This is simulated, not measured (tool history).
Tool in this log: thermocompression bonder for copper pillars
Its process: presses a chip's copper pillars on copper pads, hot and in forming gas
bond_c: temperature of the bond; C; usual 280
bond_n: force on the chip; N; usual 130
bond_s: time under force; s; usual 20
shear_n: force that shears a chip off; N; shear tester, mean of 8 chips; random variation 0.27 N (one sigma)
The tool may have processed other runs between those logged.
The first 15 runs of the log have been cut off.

run,day,bond_c,bond_n,bond_s,shear_n
16,9.983,280,130,33,82.6
17,10.696,280,130,33,83.1
18,11.429,280,130,33,83.4
19,11.912,265,121,50,75.9
20,12.438,265,121,50,75.8
21,12.979,279,112,26,65.6
22,13.521,262,104,12,35.3
23,14.033,256,189,26,82.7
# day 14.608: forming gas filter changed
24,14.679,280,154,40,101.6
25,15.312,280,154,40,100.9
26,16.104,266,161,26,80.3
27,16.833,296,141,12,76.0
28,17.358,284,130,18,71.2
29,17.858,306,117,18,80.3
30,18.525,286,80,10,33.4
31,19.308,254,128,19,48.7
32,19.900,255,169,32,79.4
33,20.533,280,108,18,56.0
34,21.296,267,167,47,99.8
35,21.658,304,167,21,109.4
36,22.238,304,88,45,82.4

Consider 3 possible next runs. They are alternatives, not a sequence: every one starts from the tool as it was left by run 36. What does each give?
A,22.629,276,130,32,?
B,22.629,307,130,20,?
C,22.629,280,144,24,?

run,shear_n
A,78.9
B,92.3
C,82.1
Stripped of hidden state, with their random variation kept, the same runs would have yielded:
run,shear_n
A,78.9
B,92.3
C,82.1

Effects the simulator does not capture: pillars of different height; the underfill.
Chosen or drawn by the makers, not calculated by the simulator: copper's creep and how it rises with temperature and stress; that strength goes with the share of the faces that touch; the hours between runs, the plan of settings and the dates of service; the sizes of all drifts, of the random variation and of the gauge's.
